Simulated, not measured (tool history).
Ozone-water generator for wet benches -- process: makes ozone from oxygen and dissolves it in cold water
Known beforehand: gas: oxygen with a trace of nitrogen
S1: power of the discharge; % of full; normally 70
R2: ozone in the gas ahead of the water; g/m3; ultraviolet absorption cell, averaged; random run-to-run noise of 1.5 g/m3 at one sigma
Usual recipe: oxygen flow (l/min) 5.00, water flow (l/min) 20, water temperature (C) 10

Run 1, hour 0.0: usual settings. Result: dissolved ozone (ppm) 31.6, R2 269.9 g/m3.
Run 2, hour 67.3: usual settings. Result: dissolved ozone (ppm) 31.9, R2 269.5 g/m3.
Run 3, hour 163.5: usual settings but oxygen flow (l/min) 8.56. Result: dissolved ozone (ppm) 33.6, R2 213.1 g/m3.
Run 4, hour 233.6: usual settings but oxygen flow (l/min) 8.56. Result: dissolved ozone (ppm) 33.7, R2 213.6 g/m3.
Run 5, hour 287.3: usual settings but oxygen flow (l/min) 8.56. Result: dissolved ozone (ppm) 33.1, R2 213.6 g/m3.
Run 6, hour 369.8: usual settings but water temperature (C) 8. Result: dissolved ozone (ppm) 31.6, R2 267.9 g/m3.
Run 7, hour 424.1: usual settings but water temperature (C) 8. Result: dissolved ozone (ppm) 31.9, R2 268.0 g/m3.
Run 8, hour 464.5: usual settings. Result: dissolved ozone (ppm) 31.3, R2 267.3 g/m3.
Run 9, hour 522.4: usual settings but S1 94 % of full. Result: dissolved ozone (ppm) 36.7, R2 319.9 g/m3.
Run 10, hour 599.9: usual settings but S1 94 % of full. Result: dissolved ozone (ppm) 36.5, R2 318.3 g/m3.
Run 11, hour 652.1: usual settings but S1 95 % of full, water flow (l/min) 24. Result: dissolved ozone (ppm) 30.4, R2 320.4 g/m3.
Run 12, hour 691.8: usual settings but S1 95 % of full, water flow (l/min) 24. Result: dissolved ozone (ppm) 30.6, R2 317.6 g/m3.
Run 13, hour 738.1: usual settings but S1 95 % of full, water flow (l/min) 24. Result: dissolved ozone (ppm) 30.6, R2 318.9 g/m3.
Run 14, hour 785.4: usual settings but S1 57 % of full, oxygen flow (l/min) 3.48, water flow (l/min) 21, water temperature (C) 9. Result: dissolved ozone (ppm) 23.7, R2 275.5 g/m3.
Run 15, hour 858.4: usual settings but S1 57 % of full, oxygen flow (l/min) 3.48, water flow (l/min) 21, water temperature (C) 9. Result: dissolved ozone (ppm) 23.8, R2 274.4 g/m3.
Run 16, hour 923.6: usual settings but S1 57 % of full, oxygen flow (l/min) 3.48, water flow (l/min) 21, water temperature (C) 9. Result: dissolved ozone (ppm) 23.7, R2 273.6 g/m3.
Run 17, hour 965.3: usual settings but S1 57 % of full, oxygen flow (l/min) 3.48, water flow (l/min) 14, water temperature (C) 9. Result: dissolved ozone (ppm) 35.8, R2 274.1 g/m3.
Run 18, hour 1016.5: usual settings but S1 76 % of full, oxygen flow (l/min) 3.88, water flow (l/min) 14, water temperature (C) 9. Result: dissolved ozone (ppm) 43.2, R2 308.7 g/m3.
Run 19, hour 1109.2: usual settings but S1 76 % of full, oxygen flow (l/min) 3.88, water flow (l/min) 14, water temperature (C) 9. Result: dissolved ozone (ppm) 42.9, R2 305.5 g/m3.
At hour 1137.2: water thermometer calibrated.
Run 20, hour 1195.0: usual settings but S1 43 % of full, oxygen flow (l/min) 4.51, water flow (l/min) 17, water temperature (C) 16. Result: dissolved ozone (ppm) 24.1, R2 206.5 g/m3.

Each row is a separate what-if for the run after 20, all from the same tool condition, not one after another. Results?
Run A, hour 1240.0: usual settings but S1 43 % of full, oxygen flow (l/min) 4.05, water flow (l/min) 29, water temperature (C) 7. Result: dissolved ozone (ppm) ?, R2 ?.
Run B, hour 1240.0: usual settings but S1 43 % of full, oxygen flow (l/min) 3.31, water flow (l/min) 27, water temperature (C) 8. Result: dissolved ozone (ppm) ?, R2 ?.
Run C, hour 1240.0: usual settings but oxygen flow (l/min) 3.09, water flow (l/min) 14, water temperature (C) 17. Result: dissolved ozone (ppm) ?, R2 ?.

run  dissolved ozone (ppm)     R2
  A                   14.8  217.1
  B                   14.7  233.6
  C                   35.5  322.8
The same runs, with their run-to-run variation unchanged, on a tool lacking any hidden condition would have given:
run  dissolved ozone (ppm)     R2
  A                   16.5  225.0
  B                   16.3  242.1
  C                   39.0  339.5

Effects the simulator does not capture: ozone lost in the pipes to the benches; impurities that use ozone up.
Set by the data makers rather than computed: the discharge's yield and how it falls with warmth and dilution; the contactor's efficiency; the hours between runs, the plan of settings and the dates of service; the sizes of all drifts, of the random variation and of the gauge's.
